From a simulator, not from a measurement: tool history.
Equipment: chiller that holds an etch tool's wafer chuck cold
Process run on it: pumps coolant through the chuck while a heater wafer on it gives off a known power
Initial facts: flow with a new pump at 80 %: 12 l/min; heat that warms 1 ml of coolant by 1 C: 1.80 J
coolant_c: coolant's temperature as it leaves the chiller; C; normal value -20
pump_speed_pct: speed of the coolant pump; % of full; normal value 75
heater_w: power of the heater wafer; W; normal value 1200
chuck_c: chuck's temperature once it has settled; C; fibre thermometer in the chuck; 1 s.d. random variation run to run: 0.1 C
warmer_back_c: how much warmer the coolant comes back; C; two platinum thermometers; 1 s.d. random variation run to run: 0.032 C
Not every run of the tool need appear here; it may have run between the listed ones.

| run | hour | coolant_c | pump_speed_pct | heater_w | chuck_c | warmer_back_c |
|---|---|---|---|---|---|---|
| 1 | 0 | -20 | 75 | 1200 | -10.4 | 3.51 |
| 2 | 129.8 | -20 | 81 | 1200 | -10.9 | 3.32 |
| 3 | 221 | -20 | 81 | 1200 | -11.2 | 3.28 |
| 4 | 337.3 | -20 | 81 | 1200 | -10.9 | 3.32 |
| 5 | 474.1 | -20 | 94 | 1200 | -12 | 2.84 |
| 6 | 661.7 | -20 | 94 | 1200 | -11.9 | 2.84 |
| 7 | 750.8 | -20 | 67 | 1200 | -9.8 | 3.94 |
| 8 | 835.5 | -22 | 93 | 1326 | -12.7 | 3.24 |
|  | 851.4 | coolant pump overhauled |
| 9 | 1017.8 | -14 | 95 | 1326 | -5.2 | 3.12 |
| 10 | 1150.1 | -14 | 95 | 1326 | -5 | 3.15 |

Run 11 is up next; what results do you expect?
| 11 | 1267.2 | -24 | 96 | 1440 | ? | ? |

{"run 11": {"chuck_c": -14.4, "warmer_back_c": 3.38}}
Had the tool carried no hidden state, the very same run would have given chuck_c -14.4 C, warmer_back_c 3.38 C.
